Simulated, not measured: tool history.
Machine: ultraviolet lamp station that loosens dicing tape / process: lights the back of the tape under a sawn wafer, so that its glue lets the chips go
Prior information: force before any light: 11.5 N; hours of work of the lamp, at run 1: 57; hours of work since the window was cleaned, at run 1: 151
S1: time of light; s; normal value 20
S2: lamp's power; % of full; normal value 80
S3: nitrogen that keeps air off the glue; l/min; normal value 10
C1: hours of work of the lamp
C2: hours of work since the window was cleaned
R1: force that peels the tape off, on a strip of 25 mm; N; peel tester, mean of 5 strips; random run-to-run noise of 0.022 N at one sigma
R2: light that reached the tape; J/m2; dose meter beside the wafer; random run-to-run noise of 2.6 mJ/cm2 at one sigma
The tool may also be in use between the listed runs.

run,hour,S1,S2,S3,C1,C2,R1,R2
1,0.0,20,80,10,57,151,1.321,3090
2,21.9,20,77,10,65,159,1.446,2910
3,45.0,20,77,10,75,169,1.405,2910
4,67.2,20,77,10,84,177,1.470,2860
5,90.1,20,77,10,93,187,1.461,2840
6,103.5,20,77,10,98,192,1.577,2850
7,118.8,20,80,10,104,198,1.430,2920
8,128.9,20,80,8,108,202,1.534,2940
9,139.0,20,80,10,112,206,1.412,2900
10,152.2,20,80,10,118,212,1.424,2900
11,162.6,20,80,10,122,216,1.464,2880
12,174.7,20,61,10,127,220,2.349,2220
13,186.5,20,61,11,131,225,2.306,2210
14,200.5,20,65,11,137,231,2.127,2340
# hour 202.8: window cleaned of glue's vapour
15,219.1,20,74,10,144,7,1.824,2560
16,235.7,20,79,10,151,13,1.648,2690
17,253.9,20,79,10,158,20,1.649,2700
# hour 269.9: window cleaned of glue's vapour, once more
18,276.6,20,81,10,167,3,1.131,3130
19,288.5,20,64,18,172,7,1.574,2520
20,308.5,17,96,6,180,15,1.483,3210
21,329.5,20,80,7,188,24,1.413,3120
22,351.8,20,80,7,197,33,1.414,3080
23,370.5,14,82,12,205,40,2.205,2200
24,386.6,10,81,5,211,47,4.367,1560
25,399.7,34,77,4,216,52,0.660,4980
26,420.2,20,75,10,224,60,1.488,2850
27,440.1,20,75,10,232,68,1.509,2740
28,455.1,20,75,10,238,74,1.490,2810
29,469.8,12,94,19,244,80,2.135,2070
30,483.9,20,70,3,250,86,2.761,2610
31,502.4,12,84,16,257,93,2.796,1890
32,515.6,29,80,3,263,98,1.131,4290

What if the next run were any one of these 3? Each begins from the tool's condition after run 32:
A,531.4,20,80,4,269,105,?,?
B,531.4,20,72,10,269,105,?,?
C,531.4,17,77,10,269,105,?,?

run,R1,R2
A,2.014,2940
B,1.756,2670
C,2.035,2350
Without the tool's unlogged condition, the same runs would have read:
run,R1,R2
A,1.559,3390
B,1.331,3070
C,1.576,2720

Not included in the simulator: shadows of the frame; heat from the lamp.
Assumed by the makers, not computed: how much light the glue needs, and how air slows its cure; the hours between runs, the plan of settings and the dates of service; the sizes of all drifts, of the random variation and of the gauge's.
